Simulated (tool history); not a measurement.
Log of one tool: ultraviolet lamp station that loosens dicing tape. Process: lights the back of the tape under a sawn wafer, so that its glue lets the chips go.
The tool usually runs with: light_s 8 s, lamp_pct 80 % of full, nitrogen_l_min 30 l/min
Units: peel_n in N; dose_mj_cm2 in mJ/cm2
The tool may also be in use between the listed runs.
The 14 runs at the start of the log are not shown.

run,hour,light_s,lamp_pct,nitrogen_l_min,peel_n,dose_mj_cm2
# hour 1084.4: lamp changed
# hour 1113.8: window cleaned of glue's vapour
15,1145.2,8,88,30,0.451,529
16,1227.6,8,80,55,0.394,478
17,1324.9,8,80,55,0.403,470
18,1425.1,8,95,37,0.401,548
19,1470.3,8,94,32,0.43,531
20,1518.2,8,80,57,0.411,449
21,1565.9,12,80,34,0.312,666
22,1640.6,6,86,34,0.844,354
23,1705.1,10,95,52,0.289,636
24,1751.4,14,96,30,0.259,900
# hour 1826.1: window cleaned of glue's vapour
25,1836.4,14,96,30,0.261,954
26,1897.2,10,96,25,0.354,664
27,1982,8,68,59,0.534,378
28,2062.2,8,68,59,0.566,369
29,2142.7,10,62,30,0.663,410
30,2190.2,12,80,30,0.356,627
31,2233.9,12,80,30,0.346,630
32,2280.4,12,80,30,0.371,620
33,2327.1,12,80,30,0.376,608
34,2419.7,6,80,30,1.125,300

5 ways to go on from here, each from the tool as it stands after run 34. What would each give?
A,2488.8,7,77,11,?,?
B,2488.8,5,80,30,?,?
C,2488.8,8,82,30,?,?
D,2488.8,7,76,52,?,?
E,2488.8,8,77,24,?,?

run,peel_n,dose_mj_cm2
A,1.68,330
B,1.385,246
C,0.689,406
D,0.73,326
E,0.892,381
Stripped of hidden state, with their random variation kept, the same runs would have yielded:
run,peel_n,dose_mj_cm2
A,1.233,422
B,0.986,313
C,0.462,518
D,0.49,417
E,0.601,486
